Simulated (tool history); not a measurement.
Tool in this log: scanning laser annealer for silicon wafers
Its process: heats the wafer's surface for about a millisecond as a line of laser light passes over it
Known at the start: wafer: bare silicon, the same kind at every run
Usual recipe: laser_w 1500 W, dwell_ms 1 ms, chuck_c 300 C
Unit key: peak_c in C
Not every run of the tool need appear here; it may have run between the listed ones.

Run 1, day 0: usual settings. Result: peak_c 983 C.
Run 2, day 0.642: usual settings. Result: peak_c 986 C.
Run 3, day 1.888: usual settings but chuck_c 272 C. Result: peak_c 955 C.
Run 4, day 3.008: usual settings but chuck_c 272 C. Result: peak_c 958 C.
Run 5, day 4.158: usual settings but chuck_c 272 C. Result: peak_c 952 C.
Run 6, day 5.483: usual settings but chuck_c 272 C. Result: peak_c 951 C.
Run 7, day 6.767: usual settings but dwell_ms 0.79 ms. Result: peak_c 914 C.
Run 8, day 7.792: usual settings but dwell_ms 0.79 ms. Result: peak_c 907 C.
Run 9, day 9.033: usual settings but dwell_ms 0.79 ms. Result: peak_c 910 C.
Run 10, day 10.146: usual settings but dwell_ms 0.79 ms. Result: peak_c 909 C.
At day 11.05: window over the wafer cleaned.
Run 11, day 11.217: usual settings but dwell_ms 0.72 ms. Result: peak_c 915 C.
Run 12, day 12.179: usual settings but dwell_ms 0.72 ms. Result: peak_c 915 C.
Run 13, day 13.162: usual settings but dwell_ms 0.72 ms. Result: peak_c 910 C.
Run 14, day 14.542: usual settings but dwell_ms 0.72 ms. Result: peak_c 914 C.
Run 15, day 15.762: usual settings but chuck_c 304 C. Result: peak_c 1008 C.
Run 16, day 16.917: usual settings but chuck_c 322 C. Result: peak_c 1027 C.
Run 17, day 17.512: usual settings. Result: peak_c 1005 C.
Run 18, day 18.471: usual settings. Result: peak_c 1002 C.
Run 19, day 19.042: usual settings. Result: peak_c 1004 C.
Run 20, day 20.083: usual settings but dwell_ms 0.83 ms. Result: peak_c 945 C.
Run 21, day 21.417: usual settings but dwell_ms 0.83 ms. Result: peak_c 943 C.
Run 22, day 22.621: usual settings but laser_w 1298 W, dwell_ms 1.09 ms, chuck_c 312 C. Result: peak_c 933 C.
Run 23, day 23.642: usual settings but laser_w 1298 W, dwell_ms 1.09 ms, chuck_c 312 C. Result: peak_c 932 C.
Run 24, day 24.838: usual settings but laser_w 1298 W, dwell_ms 1.09 ms, chuck_c 312 C. Result: peak_c 932 C.
Run 25, day 25.9: usual settings but laser_w 1298 W, dwell_ms 1.09 ms, chuck_c 312 C. Result: peak_c 934 C.
Run 26, day 27.192: usual settings but laser_w 1298 W, dwell_ms 0.99 ms, chuck_c 312 C. Result: peak_c 905 C.
Run 27, day 27.962: usual settings but laser_w 1298 W, dwell_ms 0.99 ms, chuck_c 312 C. Result: peak_c 901 C.
Run 28, day 28.883: usual settings but laser_w 1598 W, dwell_ms 0.75 ms, chuck_c 312 C. Result: peak_c 965 C.
Run 29, day 29.558: usual settings but laser_w 1343 W, dwell_ms 1.02 ms, chuck_c 282 C. Result: peak_c 902 C.
Run 30, day 30.2: usual settings but dwell_ms 0.98 ms. Result: peak_c 982 C.
Run 31, day 30.858: usual settings but dwell_ms 0.98 ms. Result: peak_c 982 C.
Run 32, day 31.971: usual settings but dwell_ms 0.98 ms. Result: peak_c 978 C.
Run 33, day 33.321: usual settings but laser_w 1328 W, dwell_ms 0.82 ms. Result: peak_c 854 C.
Run 34, day 34.25: usual settings but chuck_c 261 C. Result: peak_c 942 C.
Run 35, day 34.892: usual settings but laser_w 1624 W, dwell_ms 0.72 ms, chuck_c 316 C. Result: peak_c 960 C.
Run 36, day 36.188: usual settings but laser_w 1624 W, dwell_ms 0.74 ms, chuck_c 316 C. Result: peak_c 964 C.
Run 37, day 37.388: usual settings but laser_w 1624 W, dwell_ms 0.74 ms, chuck_c 316 C. Result: peak_c 966 C.
Run 38, day 38.558: usual settings but laser_w 1403 W, dwell_ms 0.74 ms, chuck_c 329 C. Result: peak_c 881 C.
Run 39, day 39.742: usual settings but laser_w 1403 W, dwell_ms 1.03 ms, chuck_c 329 C. Result: peak_c 965 C.
Run 40, day 40.979: usual settings but laser_w 1403 W, dwell_ms 1.03 ms, chuck_c 329 C. Result: peak_c 968 C.

Forecast each of these 3 alternatives for the next run:
Run A, day 42.221: usual settings but laser_w 1403 W, chuck_c 329 C. Result: peak_c ?.
Run B, day 42.221: usual settings but laser_w 1630 W, chuck_c 335 C. Result: peak_c ?.
Run C, day 42.221: usual settings but chuck_c 275 C. Result: peak_c ?.

run  peak_c
  A     957
  B    1075
  C     949
With the hidden condition removed and each run's random variation left untouched, the same runs would have given:
run  peak_c
  A     998
  B    1123
  C     993
